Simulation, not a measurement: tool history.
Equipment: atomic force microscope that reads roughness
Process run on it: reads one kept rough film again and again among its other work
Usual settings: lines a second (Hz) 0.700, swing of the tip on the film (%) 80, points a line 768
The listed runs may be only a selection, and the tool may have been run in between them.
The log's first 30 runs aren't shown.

run    hour  lines a second (Hz)  swing of the tip on the film (%)  points a line  roughness of the kept film (nm (root mean square))
 31   863.5                3.048                                67            524                                               0.429
 32   882.2                0.700                                85            478                                               0.454
      899.5  -- new tip fitted
 33   900.1                0.700                                85            478                                               0.455
 34   936.6                0.700                                85            478                                               0.456
 35   968.3                2.778                                85            267                                               0.367
      988.1  -- new tip fitted
 36  1004.9                2.731                                88            268                                               0.346
 37  1033.6                2.731                                88            268                                               0.347
 38  1066.3                0.700                                57            290                                               0.479
     1075.6  -- new tip fitted
 39  1095.2                0.700                                57            290                                               0.484
 40  1129.6                0.569                                76            393                                               0.470
     1162.6  -- new tip fitted
 41  1164.5                0.569                                76            393                                               0.474
 42  1187.4                1.015                                59            914                                               0.481
 43  1219.6                1.015                                59            914                                               0.482
     1250.0  -- new tip fitted
 44  1250.0                1.015                                63            914                                               0.479
 45  1270.3                1.015                                63            914                                               0.483
 46  1304.7                1.015                                63            914                                               0.481
 47  1320.2                1.174                                86            400                                               0.424
     1336.7  -- new tip fitted
 48  1350.0                0.700                                86            274                                               0.447
 49  1380.8                0.700                                85            483                                               0.454

What if the next run were any one of these 5? Each begins from the tool's condition after run 49:
  A  1395.6                3.612                                59            918                                                   ?
  B  1395.6                1.453                                55            944                                                   ?
  C  1395.6                0.700                                65            722                                                   ?
  D  1395.6                1.475                                80            768                                                   ?
  E  1395.6                1.433                                85            293                                                   ?

run  roughness of the kept film (nm (root mean square))
  A                                               0.441
  B                                               0.484
  C                                               0.482
  D                                               0.428
  E                                               0.413
With the hidden condition removed and each run's random variation left untouched, the same runs would have given:
run  roughness of the kept film (nm (root mean square))
  A                                               0.443
  B                                               0.485
  C                                               0.484
  D                                               0.429
  E                                               0.415

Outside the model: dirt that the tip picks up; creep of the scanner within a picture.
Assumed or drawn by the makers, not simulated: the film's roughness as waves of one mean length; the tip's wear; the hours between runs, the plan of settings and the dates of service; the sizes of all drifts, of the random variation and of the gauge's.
